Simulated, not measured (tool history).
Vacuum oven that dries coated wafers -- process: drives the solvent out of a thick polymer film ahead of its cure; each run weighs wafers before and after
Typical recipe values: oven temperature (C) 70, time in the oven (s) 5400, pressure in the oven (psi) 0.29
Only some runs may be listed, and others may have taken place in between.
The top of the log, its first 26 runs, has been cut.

run,hour,oven temperature (C),time in the oven (s),pressure in the oven (psi),solvent left in the film (%)
27,385,64,7740,0.68,4.33
28,394.4,64,7740,0.68,4.33
29,403.9,64,7740,0.68,4.31
30,418.5,64,7740,0.68,4.39
31,437.9,64,7740,0.68,4.44
32,453.4,64,7740,0.68,4.28
33,471.1,64,7740,0.68,4.27
34,490.7,64,7740,0.177,1.99
35,505.6,64,7740,0.177,2.13
36,515.5,67,3480,0.284,4.23
37,535.3,67,3480,0.284,4.19

What does the tool deliver on the next run?
38,552.8,67,3480,0.284,?

solvent left in the film (%): 4.23
Minus the tool's unlogged condition, the same run would have read solvent left in the film (%) 4.13.

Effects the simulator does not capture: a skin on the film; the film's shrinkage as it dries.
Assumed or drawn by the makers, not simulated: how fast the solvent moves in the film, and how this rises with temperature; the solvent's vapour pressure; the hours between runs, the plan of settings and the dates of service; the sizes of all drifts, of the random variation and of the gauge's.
